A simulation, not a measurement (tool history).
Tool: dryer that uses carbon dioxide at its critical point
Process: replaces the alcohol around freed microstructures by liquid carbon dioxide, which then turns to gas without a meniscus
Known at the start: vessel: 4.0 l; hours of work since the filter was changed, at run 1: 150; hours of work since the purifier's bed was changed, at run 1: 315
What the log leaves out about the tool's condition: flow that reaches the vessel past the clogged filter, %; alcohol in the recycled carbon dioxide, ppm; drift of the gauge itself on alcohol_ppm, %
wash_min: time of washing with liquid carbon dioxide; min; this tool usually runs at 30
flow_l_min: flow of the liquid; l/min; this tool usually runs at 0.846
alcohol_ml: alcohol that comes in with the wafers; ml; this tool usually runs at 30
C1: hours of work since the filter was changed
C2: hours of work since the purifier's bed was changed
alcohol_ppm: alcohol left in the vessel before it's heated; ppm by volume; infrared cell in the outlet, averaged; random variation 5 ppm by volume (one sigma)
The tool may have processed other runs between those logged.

{"run": 1, "hour": 0.0, "wash_min": 30, "flow_l_min": 0.846, "alcohol_ml": 30, "C1": 150, "C2": 315, "alcohol_ppm": 91}
{"run": 2, "hour": 16.5, "wash_min": 36, "flow_l_min": 0.846, "alcohol_ml": 30, "C1": 162, "C2": 327, "alcohol_ppm": 82}
{"run": 3, "hour": 29.4, "wash_min": 36, "flow_l_min": 0.846, "alcohol_ml": 30, "C1": 172, "C2": 336, "alcohol_ppm": 83}
{"run": 4, "hour": 40.2, "wash_min": 36, "flow_l_min": 0.846, "alcohol_ml": 30, "C1": 180, "C2": 345, "alcohol_ppm": 84}
{"hour": 53.1, "done": "inlet filter changed"}
{"run": 5, "hour": 53.9, "wash_min": 36, "flow_l_min": 0.846, "alcohol_ml": 30, "C1": 1, "C2": 354, "alcohol_ppm": 80}
{"run": 6, "hour": 69.6, "wash_min": 36, "flow_l_min": 0.846, "alcohol_ml": 30, "C1": 12, "C2": 366, "alcohol_ppm": 82}
{"run": 7, "hour": 83.5, "wash_min": 36, "flow_l_min": 0.846, "alcohol_ml": 30, "C1": 22, "C2": 376, "alcohol_ppm": 87}
{"run": 8, "hour": 101.8, "wash_min": 36, "flow_l_min": 0.846, "alcohol_ml": 30, "C1": 36, "C2": 390, "alcohol_ppm": 82}
{"run": 9, "hour": 113.3, "wash_min": 36, "flow_l_min": 0.846, "alcohol_ml": 30, "C1": 45, "C2": 398, "alcohol_ppm": 91}
{"run": 10, "hour": 131.2, "wash_min": 30, "flow_l_min": 0.846, "alcohol_ml": 30, "C1": 58, "C2": 411, "alcohol_ppm": 112}
{"run": 11, "hour": 141.4, "wash_min": 30, "flow_l_min": 0.846, "alcohol_ml": 30, "C1": 66, "C2": 419, "alcohol_ppm": 107}
{"run": 12, "hour": 156.7, "wash_min": 30, "flow_l_min": 0.846, "alcohol_ml": 30, "C1": 77, "C2": 430, "alcohol_ppm": 110}
{"run": 13, "hour": 174.6, "wash_min": 30, "flow_l_min": 0.846, "alcohol_ml": 30, "C1": 90, "C2": 444, "alcohol_ppm": 128}
{"run": 14, "hour": 196.4, "wash_min": 30, "flow_l_min": 0.846, "alcohol_ml": 30, "C1": 106, "C2": 460, "alcohol_ppm": 127}
{"run": 15, "hour": 218.1, "wash_min": 30, "flow_l_min": 0.846, "alcohol_ml": 30, "C1": 122, "C2": 476, "alcohol_ppm": 121}
{"run": 16, "hour": 234.8, "wash_min": 30, "flow_l_min": 0.846, "alcohol_ml": 30, "C1": 135, "C2": 488, "alcohol_ppm": 135}
{"run": 17, "hour": 247.6, "wash_min": 30, "flow_l_min": 0.846, "alcohol_ml": 30, "C1": 144, "C2": 498, "alcohol_ppm": 125}
{"run": 18, "hour": 263.1, "wash_min": 30, "flow_l_min": 0.846, "alcohol_ml": 30, "C1": 156, "C2": 509, "alcohol_ppm": 139}
{"run": 19, "hour": 279.1, "wash_min": 30, "flow_l_min": 0.846, "alcohol_ml": 30, "C1": 168, "C2": 521, "alcohol_ppm": 143}
{"run": 20, "hour": 291.0, "wash_min": 30, "flow_l_min": 0.846, "alcohol_ml": 30, "C1": 176, "C2": 530, "alcohol_ppm": 141}
{"run": 21, "hour": 300.6, "wash_min": 30, "flow_l_min": 0.846, "alcohol_ml": 30, "C1": 184, "C2": 537, "alcohol_ppm": 151}
{"hour": 308.9, "done": "inlet filter changed"}
{"run": 22, "hour": 315.7, "wash_min": 30, "flow_l_min": 0.846, "alcohol_ml": 79, "C1": 5, "C2": 547, "alcohol_ppm": 182}
{"run": 23, "hour": 337.7, "wash_min": 30, "flow_l_min": 0.846, "alcohol_ml": 30, "C1": 21, "C2": 564, "alcohol_ppm": 130}
{"run": 24, "hour": 349.1, "wash_min": 45, "flow_l_min": 0.846, "alcohol_ml": 30, "C1": 30, "C2": 572, "alcohol_ppm": 119}
{"run": 25, "hour": 366.2, "wash_min": 38, "flow_l_min": 0.846, "alcohol_ml": 24, "C1": 43, "C2": 585, "alcohol_ppm": 125}
{"run": 26, "hour": 382.9, "wash_min": 38, "flow_l_min": 0.846, "alcohol_ml": 24, "C1": 55, "C2": 597, "alcohol_ppm": 128}
{"run": 27, "hour": 401.9, "wash_min": 45, "flow_l_min": 1.082, "alcohol_ml": 24, "C1": 69, "C2": 611, "alcohol_ppm": 128}
{"run": 28, "hour": 411.0, "wash_min": 19, "flow_l_min": 0.987, "alcohol_ml": 79, "C1": 76, "C2": 618, "alcohol_ppm": 449}
{"run": 29, "hour": 425.1, "wash_min": 43, "flow_l_min": 0.601, "alcohol_ml": 40, "C1": 86, "C2": 629, "alcohol_ppm": 170}
{"run": 30, "hour": 443.6, "wash_min": 43, "flow_l_min": 0.601, "alcohol_ml": 40, "C1": 100, "C2": 642, "alcohol_ppm": 163}
{"run": 31, "hour": 464.0, "wash_min": 43, "flow_l_min": 0.601, "alcohol_ml": 40, "C1": 115, "C2": 657, "alcohol_ppm": 166}
{"run": 32, "hour": 474.6, "wash_min": 43, "flow_l_min": 0.601, "alcohol_ml": 40, "C1": 123, "C2": 665, "alcohol_ppm": 167}
{"run": 33, "hour": 488.5, "wash_min": 43, "flow_l_min": 0.601, "alcohol_ml": 40, "C1": 133, "C2": 676, "alcohol_ppm": 186}
{"run": 34, "hour": 499.8, "wash_min": 43, "flow_l_min": 0.814, "alcohol_ml": 38, "C1": 142, "C2": 684, "alcohol_ppm": 137}
{"run": 35, "hour": 511.3, "wash_min": 44, "flow_l_min": 0.604, "alcohol_ml": 30, "C1": 150, "C2": 693, "alcohol_ppm": 173}
{"run": 36, "hour": 523.3, "wash_min": 34, "flow_l_min": 0.719, "alcohol_ml": 75, "C1": 159, "C2": 702, "alcohol_ppm": 235}
{"run": 37, "hour": 540.9, "wash_min": 33, "flow_l_min": 0.758, "alcohol_ml": 51, "C1": 172, "C2": 715, "alcohol_ppm": 208}
{"run": 38, "hour": 558.3, "wash_min": 33, "flow_l_min": 0.758, "alcohol_ml": 51, "C1": 185, "C2": 728, "alcohol_ppm": 204}
{"hour": 564.9, "done": "inlet filter changed"}
{"run": 39, "hour": 572.3, "wash_min": 33, "flow_l_min": 0.758, "alcohol_ml": 51, "C1": 5, "C2": 737, "alcohol_ppm": 199}
{"run": 40, "hour": 589.4, "wash_min": 29, "flow_l_min": 0.846, "alcohol_ml": 42, "C1": 18, "C2": 750, "alcohol_ppm": 202}
{"run": 41, "hour": 601.1, "wash_min": 21, "flow_l_min": 0.846, "alcohol_ml": 42, "C1": 27, "C2": 759, "alcohol_ppm": 350}
{"run": 42, "hour": 614.2, "wash_min": 30, "flow_l_min": 1.067, "alcohol_ml": 28, "C1": 37, "C2": 768, "alcohol_ppm": 150}
{"run": 43, "hour": 628.8, "wash_min": 30, "flow_l_min": 1.067, "alcohol_ml": 28, "C1": 47, "C2": 779, "alcohol_ppm": 156}
{"run": 44, "hour": 642.4, "wash_min": 45, "flow_l_min": 1.295, "alcohol_ml": 41, "C1": 58, "C2": 789, "alcohol_ppm": 148}
{"run": 45, "hour": 663.1, "wash_min": 25, "flow_l_min": 0.595, "alcohol_ml": 60, "C1": 73, "C2": 805, "alcohol_ppm": 735}
{"run": 46, "hour": 673.9, "wash_min": 29, "flow_l_min": 0.601, "alcohol_ml": 35, "C1": 81, "C2": 813, "alcohol_ppm": 352}
{"run": 47, "hour": 684.3, "wash_min": 30, "flow_l_min": 0.998, "alcohol_ml": 51, "C1": 89, "C2": 820, "alcohol_ppm": 183}
{"run": 48, "hour": 698.1, "wash_min": 30, "flow_l_min": 0.608, "alcohol_ml": 43, "C1": 99, "C2": 830, "alcohol_ppm": 375}

3 options for the next run, each taken on its own from the tool as it stands now. Forecast them:
{"run": "A", "hour": 709.6, "wash_min": 47, "flow_l_min": 0.846, "alcohol_ml": 76, "C1": 107, "C2": 839, "alcohol_ppm": "?"}
{"run": "B", "hour": 709.6, "wash_min": 28, "flow_l_min": 0.846, "alcohol_ml": 82, "C1": 107, "C2": 839, "alcohol_ppm": "?"}
{"run": "C", "hour": 709.6, "wash_min": 20, "flow_l_min": 1.064, "alcohol_ml": 36, "C1": 107, "C2": 839, "alcohol_ppm": "?"}

run=A alcohol_ppm=181
run=B alcohol_ppm=281
run=C alcohol_ppm=258
With no hidden state in the tool, these same runs would have given:
run=A alcohol_ppm=19
run=B alcohol_ppm=99
run=C alcohol_ppm=86
